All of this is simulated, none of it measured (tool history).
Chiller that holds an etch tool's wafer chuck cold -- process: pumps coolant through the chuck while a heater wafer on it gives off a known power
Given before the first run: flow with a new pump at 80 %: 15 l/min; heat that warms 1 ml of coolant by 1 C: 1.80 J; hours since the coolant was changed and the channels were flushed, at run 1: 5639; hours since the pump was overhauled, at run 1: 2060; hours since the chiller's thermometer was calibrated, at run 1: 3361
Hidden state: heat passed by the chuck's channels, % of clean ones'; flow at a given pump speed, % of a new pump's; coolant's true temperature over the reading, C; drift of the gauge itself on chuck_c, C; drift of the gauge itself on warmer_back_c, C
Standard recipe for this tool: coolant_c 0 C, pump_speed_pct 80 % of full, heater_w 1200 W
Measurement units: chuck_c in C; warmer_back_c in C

run,day,coolant_c,pump_speed_pct,heater_w,hours since the coolant was changed and the channels were flushed,hours since the pump was overhauled,hours since the chiller's thermometer was calibrated,chuck_c,warmer_back_c
1,0,0,80,1200,5639,2060,3361,13.6,2.73
2,1.188,0,80,1200,5668,2088,3390,13.5,2.7
3,3.412,0,80,1200,5721,2142,3443,13.7,2.7
4,5.062,0,80,1200,5761,2181,3483,13.6,2.67
5,7.308,0,83,1200,5815,2235,3537,13.2,2.65
6,9.279,2,65,613,5862,2282,3584,10.4,1.8
7,10.754,9,68,613,5897,2318,3619,17.1,1.72
# day 10.908: chiller's thermometer calibrated
8,12.25,9,68,613,5932,2353,32,17.2,1.71
9,14.662,-6,80,1200,5990,2411,90,7.7,2.7
10,16,0,80,1200,6022,2443,122,13.9,2.72

Each row is a separate what-if for the run after 10, all from the same tool condition, not one after another. Results?
A,18.067,1,80,787,6072,2492,172,?,?
B,18.067,-4,67,1200,6072,2492,172,?,?
C,18.067,-8,80,1053,6072,2492,172,?,?
D,18.067,6,80,1200,6072,2492,172,?,?

run,chuck_c,warmer_back_c
A,10.2,1.79
B,11.9,3.33
C,4.1,2.47
D,20,2.73
With the hidden condition removed and each run's random variation left untouched, the same runs would have given:
run,chuck_c,warmer_back_c
A,8.5,1.73
B,9.3,3.24
C,2,2.4
D,17.7,2.65
